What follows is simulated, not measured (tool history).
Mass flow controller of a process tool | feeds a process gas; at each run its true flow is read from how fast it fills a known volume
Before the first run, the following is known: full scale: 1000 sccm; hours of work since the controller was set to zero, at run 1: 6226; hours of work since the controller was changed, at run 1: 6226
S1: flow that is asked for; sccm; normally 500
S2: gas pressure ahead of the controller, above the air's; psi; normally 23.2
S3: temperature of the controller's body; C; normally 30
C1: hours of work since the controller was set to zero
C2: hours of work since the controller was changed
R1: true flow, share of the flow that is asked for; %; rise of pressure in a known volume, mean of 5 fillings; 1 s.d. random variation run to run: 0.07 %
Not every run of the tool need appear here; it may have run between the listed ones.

run,hour,S1,S2,S3,C1,C2,R1
1,0,500,23.2,30,6226,6226,95.54
2,307.1,500,23.2,30,6351,6351,95.54
3,585.3,500,23.2,30,6464,6464,95.39
4,730.8,500,23.2,30,6523,6523,95.24
5,1017,500,23.2,30,6640,6640,95.36
6,1323.9,500,23.2,30,6765,6765,95.3
# hour 1578.7: controller exchanged for a calibrated one
7,1626.2,807,23.2,30,19,19,98.45
8,1951.8,500,23.2,30,152,152,97.79
9,2250.3,500,23.2,30,273,273,97.82
10,2557.1,500,23.2,30,398,398,97.63
11,2782.4,500,37.4,30,490,490,98.38
12,2923.4,500,37.4,30,547,547,98.36
13,3117.6,785,23.2,30,626,626,98.13
14,3371.5,785,23.2,30,729,729,98.03
15,3626.9,920,29.6,34,833,833,98.28
16,3823,277,25.4,22,913,913,98.12
17,4080,277,25.4,22,1017,1017,98.03
18,4393.1,184,23.2,24,1145,1145,97.9
19,4682.2,184,23.5,24,1262,1262,97.93
20,4819.5,184,23.5,24,1318,1318,97.83
21,5132.9,184,23.5,24,1446,1446,98
22,5334.1,139,23.2,24,1528,1528,98.15
23,5606.4,139,23.2,24,1638,1638,98.1

Each row is a separate what-if for the run after 23, all from the same tool condition, not one after another. Results?
A,5843.9,106,23.2,24,1735,1735,?
B,5843.9,649,23.2,24,1735,1735,?
C,5843.9,590,25.7,23,1735,1735,?
D,5843.9,110,26.1,30,1735,1735,?

run,R1
A,98.71
B,98.01
C,97.96
D,97.99
What these runs would have given with no unlogged condition in the tool:
run,R1
A,97.94
B,99.14
C,99.05
D,97.3
